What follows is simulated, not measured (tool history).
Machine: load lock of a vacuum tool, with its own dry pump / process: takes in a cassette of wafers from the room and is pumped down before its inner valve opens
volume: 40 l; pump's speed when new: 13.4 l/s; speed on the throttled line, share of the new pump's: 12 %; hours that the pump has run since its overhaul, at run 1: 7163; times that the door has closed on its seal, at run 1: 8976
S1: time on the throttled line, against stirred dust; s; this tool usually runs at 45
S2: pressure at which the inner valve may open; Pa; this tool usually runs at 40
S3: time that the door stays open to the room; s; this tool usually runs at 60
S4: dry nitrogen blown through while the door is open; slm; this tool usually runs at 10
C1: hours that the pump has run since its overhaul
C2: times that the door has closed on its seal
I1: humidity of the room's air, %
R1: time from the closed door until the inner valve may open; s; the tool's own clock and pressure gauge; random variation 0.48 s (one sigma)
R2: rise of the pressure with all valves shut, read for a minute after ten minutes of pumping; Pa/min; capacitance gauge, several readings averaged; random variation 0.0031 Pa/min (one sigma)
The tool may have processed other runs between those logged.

| run | day | S1 | S2 | S3 | S4 | C1 | C2 | I1 | R1 | R2 |
|---|---|---|---|---|---|---|---|---|---|---|
| 1 | 0.000 | 45 | 40 | 60 | 10 | 7163 | 8976 | 45.4 | 65.0 | 0.185 |
| 2 | 5.696 | 45 | 40 | 60 | 10 | 7300 | 9159 | 45.7 | 65.4 | 0.187 |
| 3 | 14.350 | 45 | 40 | 60 | 10 | 7507 | 9436 | 45.3 | 64.4 | 0.190 |
| 4 | 22.867 | 45 | 40 | 60 | 10 | 7712 | 9710 | 46.4 | 64.1 | 0.202 |
| 5 | 31.062 | 45 | 40 | 60 | 10 | 7909 | 9973 | 41.4 | 63.8 | 0.212 |
| 6 | 37.117 | 45 | 40 | 60 | 10 | 8054 | 10167 | 47.1 | 64.5 | 0.211 |
| 7 | 48.542 | 45 | 40 | 60 | 10 | 8328 | 10534 | 41.1 | 65.0 | 0.208 |
| 8 | 59.217 | 45 | 40 | 60 | 10 | 8584 | 10877 | 45.0 | 65.1 | 0.215 |
| 9 | 71.412 | 45 | 40 | 60 | 10 | 8877 | 11268 | 42.8 | 65.2 | 0.227 |
| 10 | 80.562 | 45 | 36 | 60 | 10 | 9096 | 11562 | 42.7 | 65.5 | 0.236 |
| 11 | 88.096 | 45 | 36 | 60 | 10 | 9277 | 11804 | 40.7 | 65.8 | 0.237 |
| 12 | 102.092 | 45 | 36 | 60 | 10 | 9613 | 12253 | 46.7 | 65.6 | 0.255 |
| 13 | 112.683 | 45 | 36 | 60 | 10 | 9867 | 12593 | 43.1 | 65.0 | 0.259 |
| 14 | 125.850 | 45 | 40 | 80 | 10 | 10183 | 13016 | 44.5 | 64.5 | 0.282 |
| 15 | 138.221 | 45 | 40 | 80 | 10 | 10480 | 13413 | 46.2 | 64.8 | 0.297 |
| 16 | 149.029 | 45 | 40 | 60 | 10 | 10740 | 13760 | 46.8 | 65.2 | 0.298 |
| 17 | 155.229 | 45 | 63 | 60 | 10 | 10889 | 13959 | 40.6 | 63.5 | 0.289 |
| 18 | 166.988 | 45 | 63 | 60 | 10 | 11171 | 14336 | 46.0 | 64.0 | 0.312 |
| 19 | 178.283 | 63 | 47 | 148 | 24 | 11442 | 14699 | 42.1 | 81.0 | 0.336 |
| 20 | 184.912 | 62 | 47 | 95 | 24 | 11601 | 14912 | 46.0 | 80.7 | 0.326 |
| 21 | 195.683 | 47 | 77 | 29 | 32 | 11859 | 15257 | 44.4 | 65.6 | 0.298 |
| 22 | 201.967 | 40 | 32 | 148 | 27 | 12010 | 15459 | 45.6 | 62.0 | 0.357 |
| 23 | 213.217 | 51 | 32 | 148 | 4 | 12280 | 15820 | 44.4 | 71.0 | 0.407 |
| 24 | 219.371 | 51 | 32 | 148 | 4 | 12428 | 16018 | 45.8 | 71.6 | 0.416 |
| 25 | 228.271 | 51 | 32 | 148 | 4 | 12641 | 16303 | 45.7 | 71.4 | 0.435 |
| 26 | 235.750 | 45 | 78 | 28 | 10 | 12821 | 16543 | 44.3 | 62.8 | 0.332 |
| 27 | 248.646 | 65 | 78 | 49 | 10 | 13131 | 16957 | 44.5 | 81.1 | 0.356 |
| 28 | 258.517 | 65 | 78 | 49 | 10 | 13367 | 17274 | 44.0 | 81.2 | 0.384 |
| 29 | 268.688 | 42 | 66 | 207 | 8 | 13611 | 17601 | 42.9 | 62.2 | 0.481 |
| 30 | 279.746 | 42 | 66 | 207 | 8 | 13877 | 17956 | 46.3 | 61.3 | 0.508 |
| 31 | 286.592 | 42 | 66 | 207 | 8 | 14041 | 18175 | 44.6 | 61.9 | 0.516 |
| 32 | 300.042 | 45 | 48 | 149 | 10 | 14364 | 18607 | 41.4 | 66.2 | 0.467 |
| 33 | 313.571 | 60 | 40 | 60 | 10 | 14689 | 19042 | 47.3 | 79.5 | 0.438 |
| 34 | 327.408 | 45 | 37 | 202 | 5 | 15021 | 19486 | 41.7 | 67.3 | 0.545 |
| 35 | 333.854 | 52 | 40 | 49 | 10 | 15176 | 19693 | 43.7 | 71.9 | 0.447 |
| 36 | 339.975 | 52 | 40 | 49 | 10 | 15322 | 19889 | 47.5 | 73.1 | 0.464 |

Pick out some run-to-run changes in R1. Of each, how much would a tool without hidden state show as well, from the settings, what came in and chance, and how much is left for the hidden state and any gauge scatter not in both results compared?
Hidden state at play: pump's speed, % of a new pump's; leak at the door's seal, Pa l/s; drift of the gauge itself on ready_s, %; drift of the gauge itself on rise_pa_min, %.
Run 18 -> 19: S1 45 -> 63, S2 63 -> 47, S3 60 -> 148, S4 10 -> 24. R1 +17.0 s: hidden state -0.1, all else +17.1.
Run 21 -> 22: S1 47 -> 40, S2 77 -> 32, S3 29 -> 148, S4 32 -> 27. R1 -3.6 s: hidden state +0.5, all else -4.1.
Run 26 -> 27: S1 45 -> 65, S3 28 -> 49. R1 +18.3 s: hidden state -0.3, all else +18.6.
Run 28 -> 29: S1 65 -> 42, S2 78 -> 66, S3 49 -> 207, S4 10 -> 8. R1 -19.0 s: hidden state +0.7, all else -19.7.
Run 33 -> 34: S1 60 -> 45, S2 40 -> 37, S3 60 -> 202, S4 10 -> 5. R1 -12.2 s: hidden state +0.6, all else -12.8.
